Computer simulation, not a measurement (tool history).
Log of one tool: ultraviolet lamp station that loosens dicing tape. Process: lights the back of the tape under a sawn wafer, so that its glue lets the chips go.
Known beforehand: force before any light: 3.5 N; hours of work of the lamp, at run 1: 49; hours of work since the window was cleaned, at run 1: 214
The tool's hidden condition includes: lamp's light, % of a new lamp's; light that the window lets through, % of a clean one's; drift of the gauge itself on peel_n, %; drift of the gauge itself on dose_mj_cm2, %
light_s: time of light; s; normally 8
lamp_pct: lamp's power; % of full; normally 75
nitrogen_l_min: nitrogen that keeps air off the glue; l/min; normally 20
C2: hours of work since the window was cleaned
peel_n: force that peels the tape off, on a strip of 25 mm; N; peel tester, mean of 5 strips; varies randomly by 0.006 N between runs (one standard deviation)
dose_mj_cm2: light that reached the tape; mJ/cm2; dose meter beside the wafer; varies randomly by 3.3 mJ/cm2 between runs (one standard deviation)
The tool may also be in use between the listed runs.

Run 1, hour 0.0: usual settings; hours of work of the lamp 49; C2 214. Result: peel_n 0.200 N, dose_mj_cm2 506 mJ/cm2.
Run 2, hour 38.4: usual settings; hours of work of the lamp 70; C2 235. Result: peel_n 0.189 N, dose_mj_cm2 497 mJ/cm2.
Run 3, hour 86.1: usual settings; hours of work of the lamp 97; C2 262. Result: peel_n 0.184 N, dose_mj_cm2 496 mJ/cm2.
Run 4, hour 132.9: usual settings; hours of work of the lamp 123; C2 288. Result: peel_n 0.192 N, dose_mj_cm2 482 mJ/cm2.
Run 5, hour 170.2: usual settings; hours of work of the lamp 143; C2 309. Result: peel_n 0.196 N, dose_mj_cm2 479 mJ/cm2.
Run 6, hour 231.3: usual settings but light_s 6 s; hours of work of the lamp 177; C2 342. Result: peel_n 0.306 N, dose_mj_cm2 351 mJ/cm2.
Run 7, hour 298.9: usual settings but light_s 6 s; hours of work of the lamp 215; C2 380. Result: peel_n 0.315 N, dose_mj_cm2 346 mJ/cm2.
Run 8, hour 342.3: usual settings but light_s 6 s; hours of work of the lamp 239; C2 404. Result: peel_n 0.295 N, dose_mj_cm2 343 mJ/cm2.
Run 9, hour 402.4: usual settings but light_s 6 s; hours of work of the lamp 272; C2 437. Result: peel_n 0.318 N, dose_mj_cm2 335 mJ/cm2.
Run 10, hour 470.5: usual settings but light_s 6 s; hours of work of the lamp 310; C2 475. Result: peel_n 0.325 N, dose_mj_cm2 331 mJ/cm2.
Run 11, hour 533.2: usual settings but light_s 6 s; hours of work of the lamp 345; C2 510. Result: peel_n 0.355 N, dose_mj_cm2 325 mJ/cm2.
Run 12, hour 577.5: usual settings but light_s 6 s, nitrogen_l_min 10 l/min; hours of work of the lamp 369; C2 535. Result: peel_n 0.531 N, dose_mj_cm2 324 mJ/cm2.
At hour 618.6: window cleaned of glue's vapour.
Run 13, hour 640.8: usual settings but nitrogen_l_min 35 l/min; hours of work of the lamp 404; C2 12. Result: peel_n 0.205 N, dose_mj_cm2 386 mJ/cm2.
Run 14, hour 691.7: usual settings but nitrogen_l_min 12 l/min; hours of work of the lamp 433; C2 41. Result: peel_n 0.358 N, dose_mj_cm2 375 mJ/cm2.
Run 15, hour 752.7: usual settings but light_s 6 s; hours of work of the lamp 466; C2 74. Result: peel_n 0.450 N, dose_mj_cm2 279 mJ/cm2.
Run 16, hour 800.6: usual settings but light_s 6 s; hours of work of the lamp 493; C2 101. Result: peel_n 0.453 N, dose_mj_cm2 271 mJ/cm2.
Run 17, hour 839.7: usual settings but nitrogen_l_min 21 l/min; hours of work of the lamp 515; C2 123. Result: peel_n 0.286 N, dose_mj_cm2 361 mJ/cm2.
Run 18, hour 889.9: usual settings but nitrogen_l_min 21 l/min; hours of work of the lamp 543; C2 151. Result: peel_n 0.275 N, dose_mj_cm2 354 mJ/cm2.
At hour 908.7: window cleaned of glue's vapour, once more.
Run 19, hour 950.9: usual settings but light_s 13 s, nitrogen_l_min 21 l/min; hours of work of the lamp 576; C2 23. Result: peel_n 0.129 N, dose_mj_cm2 752 mJ/cm2.
Run 20, hour 983.6: usual settings but lamp_pct 62 % of full; hours of work of the lamp 594; C2 42. Result: peel_n 0.252 N, dose_mj_cm2 380 mJ/cm2.
Run 21, hour 1020.6: usual settings but lamp_pct 62 % of full; hours of work of the lamp 615; C2 62. Result: peel_n 0.252 N, dose_mj_cm2 382 mJ/cm2.
Run 22, hour 1085.2: usual settings but lamp_pct 62 % of full; hours of work of the lamp 651; C2 98. Result: peel_n 0.274 N, dose_mj_cm2 372 mJ/cm2.
Run 23, hour 1132.0: usual settings but light_s 11 s, lamp_pct 88 % of full, nitrogen_l_min 24 l/min; hours of work of the lamp 677; C2 124. Result: peel_n 0.133 N, dose_mj_cm2 719 mJ/cm2.
Run 24, hour 1191.2: usual settings but light_s 15 s; hours of work of the lamp 709; C2 157. Result: peel_n 0.133 N, dose_mj_cm2 818 mJ/cm2.
Run 25, hour 1228.7: usual settings but light_s 15 s; hours of work of the lamp 730; C2 178. Result: peel_n 0.139 N, dose_mj_cm2 812 mJ/cm2.
Run 26, hour 1267.5: usual settings but light_s 13 s, nitrogen_l_min 27 l/min; hours of work of the lamp 752; C2 199. Result: peel_n 0.143 N, dose_mj_cm2 695 mJ/cm2.
Run 27, hour 1326.4: usual settings but light_s 13 s, lamp_pct 80 % of full, nitrogen_l_min 27 l/min; hours of work of the lamp 785; C2 232. Result: peel_n 0.143 N, dose_mj_cm2 730 mJ/cm2.
Run 28, hour 1383.1: usual settings but light_s 14 s, lamp_pct 60 % of full, nitrogen_l_min 9 l/min; hours of work of the lamp 816; C2 263. Result: peel_n 0.215 N, dose_mj_cm2 579 mJ/cm2.
Run 29, hour 1414.9: usual settings but light_s 5 s, lamp_pct 60 % of full, nitrogen_l_min 9 l/min; hours of work of the lamp 834; C2 281. Result: peel_n 1.051 N, dose_mj_cm2 206 mJ/cm2.
Run 30, hour 1480.8: usual settings but light_s 12 s, lamp_pct 72 % of full, nitrogen_l_min 30 l/min; hours of work of the lamp 870; C2 317. Result: peel_n 0.151 N, dose_mj_cm2 578 mJ/cm2.
Run 31, hour 1517.5: usual settings but light_s 6 s, lamp_pct 92 % of full, nitrogen_l_min 11 l/min; hours of work of the lamp 891; C2 338. Result: peel_n 0.399 N, dose_mj_cm2 364 mJ/cm2.
Run 32, hour 1570.4: usual settings but light_s 5 s, lamp_pct 88 % of full, nitrogen_l_min 11 l/min; hours of work of the lamp 920; C2 367. Result: peel_n 0.584 N, dose_mj_cm2 287 mJ/cm2.
Run 33, hour 1604.8: usual settings but light_s 6 s, lamp_pct 92 % of full, nitrogen_l_min 35 l/min; hours of work of the lamp 939; C2 386. Result: peel_n 0.224 N, dose_mj_cm2 362 mJ/cm2.
Run 34, hour 1665.3: usual settings but light_s 4 s, lamp_pct 66 % of full, nitrogen_l_min 21 l/min; hours of work of the lamp 973; C2 420. Result: peel_n 0.883 N, dose_mj_cm2 169 mJ/cm2.

Run 35 is up next; what results do you expect?
Run 35, hour 1703.6: usual settings but light_s 10 s, lamp_pct 89 % of full; hours of work of the lamp 994; C2 441. Result: peel_n ?, dose_mj_cm2 ?.

Run 35 produced peel_n 0.170 N, dose_mj_cm2 564 mJ/cm2.
Without the tool's hidden state the same run would have given peel_n 0.146 N, dose_mj_cm2 798 mJ/cm2.
